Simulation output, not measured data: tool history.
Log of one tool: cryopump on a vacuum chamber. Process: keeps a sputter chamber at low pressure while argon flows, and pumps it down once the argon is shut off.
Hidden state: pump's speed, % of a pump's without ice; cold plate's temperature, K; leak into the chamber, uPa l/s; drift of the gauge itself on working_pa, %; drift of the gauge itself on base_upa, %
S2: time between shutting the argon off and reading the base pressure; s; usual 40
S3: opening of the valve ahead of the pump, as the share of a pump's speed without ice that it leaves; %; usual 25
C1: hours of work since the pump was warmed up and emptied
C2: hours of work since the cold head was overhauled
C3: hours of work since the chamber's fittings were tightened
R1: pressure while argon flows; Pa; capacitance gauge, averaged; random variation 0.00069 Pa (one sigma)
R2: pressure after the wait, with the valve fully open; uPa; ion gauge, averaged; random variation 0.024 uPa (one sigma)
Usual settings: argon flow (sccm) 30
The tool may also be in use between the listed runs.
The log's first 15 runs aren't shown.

Run 16, hour 595.3: usual settings but S3 22 %; C1 194; C2 535; C3 2838. Result: R1 0.1372 Pa, R2 1.53 uPa.
Run 17, hour 644.4: usual settings but argon flow (sccm) 18; C1 230; C2 571; C3 2874. Result: R1 0.0723 Pa, R2 1.6 uPa.
Run 18, hour 670.5: usual settings but argon flow (sccm) 59; C1 249; C2 591; C3 2894. Result: R1 0.238 Pa, R2 1.63 uPa.
Run 19, hour 721.4: usual settings but argon flow (sccm) 59; C1 287; C2 628; C3 2931. Result: R1 0.2365 Pa, R2 1.59 uPa.
Run 20, hour 763.8: usual settings but argon flow (sccm) 59; C1 318; C2 660; C3 2963. Result: R1 0.2384 Pa, R2 1.62 uPa.
At hour 802.8: pump warmed up, emptied and cooled again.
Run 21, hour 814.3: usual settings but argon flow (sccm) 59; C1 8; C2 693; C3 2996. Result: R1 0.2327 Pa, R2 1.53 uPa.
Run 22, hour 865.1: usual settings but S2 32 s, S3 20 %; C1 46; C2 731; C3 3034. Result: R1 0.1483 Pa, R2 1.78 uPa.
Run 23, hour 890.1: usual settings but argon flow (sccm) 21, S3 29 %; C1 65; C2 749; C3 3052. Result: R1 0.0713 Pa, R2 1.53 uPa.
Run 24, hour 946.2: usual settings but argon flow (sccm) 21, S3 53 %; C1 106; C2 791; C3 3094. Result: R1 0.0404 Pa, R2 1.64 uPa.
Run 25, hour 983.4: usual settings but argon flow (sccm) 21, S3 53 %; C1 133; C2 818; C3 3121. Result: R1 0.0396 Pa, R2 1.62 uPa.
Run 26, hour 1022.4: usual settings but argon flow (sccm) 26, S3 53 %; C1 162; C2 847; C3 3150. Result: R1 0.0513 Pa, R2 1.66 uPa.
Run 27, hour 1066: usual settings but argon flow (sccm) 39, S2 44 s, S3 37 %; C1 195; C2 879; C3 3182. Result: R1 0.1084 Pa, R2 1.53 uPa.
Run 28, hour 1117.9: usual settings but argon flow (sccm) 39, S2 44 s, S3 37 %; C1 233; C2 918; C3 3221. Result: R1 0.1083 Pa, R2 1.69 uPa.
Run 29, hour 1173.9: usual settings but argon flow (sccm) 13, S3 30 %; C1 274; C2 959; C3 3262. Result: R1 0.0442 Pa, R2 1.66 uPa.
Run 30, hour 1223.3: usual settings but argon flow (sccm) 18, S2 83 s, S3 38 %; C1 311; C2 996; C3 3299. Result: R1 0.0489 Pa, R2 1.34 uPa.
At hour 1271: pump warmed up, emptied and cooled again.
Run 31, hour 1271: usual settings but S2 139 s, S3 19 %; C1 0; C2 1027; C3 3330. Result: R1 0.1546 Pa, R2 1.16 uPa.
Run 32, hour 1318.8: usual settings but S2 41 s, S3 60 %; C1 35; C2 1062; C3 3365. Result: R1 0.0499 Pa, R2 1.57 uPa.
Run 33, hour 1371: usual settings but S2 41 s, S3 60 %; C1 74; C2 1101; C3 3404. Result: R1 0.0505 Pa, R2 1.6 uPa.
Run 34, hour 1401.9: usual settings but S2 28 s, S3 32 %; C1 97; C2 1124; C3 3427. Result: R1 0.0935 Pa, R2 1.96 uPa.

Forecast each of these 4 alternatives for the next run:
Run A, hour 1440.9: usual settings but argon flow (sccm) 35, S2 89 s, S3 24 %; C1 126; C2 1153; C3 3456. Result: R1 ?, R2 ?.
Run B, hour 1440.9: usual settings but argon flow (sccm) 39, S2 22 s, S3 43 %; C1 126; C2 1153; C3 3456. Result: R1 ?, R2 ?.
Run C, hour 1440.9: usual settings but S3 50 %; C1 126; C2 1153; C3 3456. Result: R1 ?, R2 ?.
Run D, hour 1440.9: usual settings but argon flow (sccm) 12, S3 21 %; C1 126; C2 1153; C3 3456. Result: R1 ?, R2 ?.

run      R1    R2
  A  0.1448  1.29
  B  0.0916  2.21
  C   0.061  1.71
  D   0.057  1.66
Without the tool's hidden state the same runs would have given:
run      R1    R2
  A  0.1422   0.5
  B  0.0887  1.42
  C  0.0588   0.9
  D  0.0561  0.88
